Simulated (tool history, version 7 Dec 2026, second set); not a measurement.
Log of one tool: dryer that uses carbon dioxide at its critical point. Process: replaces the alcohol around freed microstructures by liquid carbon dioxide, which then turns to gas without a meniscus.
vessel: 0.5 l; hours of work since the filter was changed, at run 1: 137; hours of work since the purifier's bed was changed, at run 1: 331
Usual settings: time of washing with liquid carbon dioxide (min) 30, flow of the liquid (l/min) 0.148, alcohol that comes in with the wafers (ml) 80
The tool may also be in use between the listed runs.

run,day,time of washing with liquid carbon dioxide (min),flow of the liquid (l/min),alcohol that comes in with the wafers (ml),hours of work since the filter was changed,hours of work since the purifier's bed was changed,alcohol left in the vessel before it's heated (ppm by volume)
1,0,30,0.148,80,137,331,152
2,2.312,30,0.148,80,156,350,148
3,4.642,30,0.148,23,174,368,99
4,6.292,30,0.148,23,188,382,100
5,8.888,30,0.148,23,209,402,107
6,11.142,30,0.148,29,227,421,129
7,13.479,28,0.148,29,245,439,154
8,15.267,28,0.148,29,260,454,160
9,16.904,24,0.09,32,273,467,1828
10,19.546,35,0.213,80,294,488,94
11,21.596,43,0.237,118,311,505,99
12,24.133,18,0.204,68,331,525,529
13,25.621,26,0.19,20,343,537,120
14,27.858,26,0.19,20,361,555,131
15,29.354,41,0.238,20,373,567,114
16,31.396,30,0.165,87,389,583,201

Forecast each of these 5 alternatives for the next run:
# day 32.792: inlet filter changed
A,33.688,28,0.109,80,7,601,?
# day 32.792: inlet filter changed
B,33.688,42,0.251,85,7,601,?
# day 32.792: inlet filter changed
C,33.688,30,0.148,67,7,601,?
# day 32.792: inlet filter changed
D,33.688,30,0.161,87,7,601,?
# day 32.792: inlet filter changed
E,33.688,41,0.166,66,7,601,?

run,alcohol left in the vessel before it's heated (ppm by volume)
A,731
B,128
C,159
D,156
E,121
Without the tool's hidden state the same runs would have given:
run,alcohol left in the vessel before it's heated (ppm by volume)
A,598
B,8
C,43
D,37
E,4

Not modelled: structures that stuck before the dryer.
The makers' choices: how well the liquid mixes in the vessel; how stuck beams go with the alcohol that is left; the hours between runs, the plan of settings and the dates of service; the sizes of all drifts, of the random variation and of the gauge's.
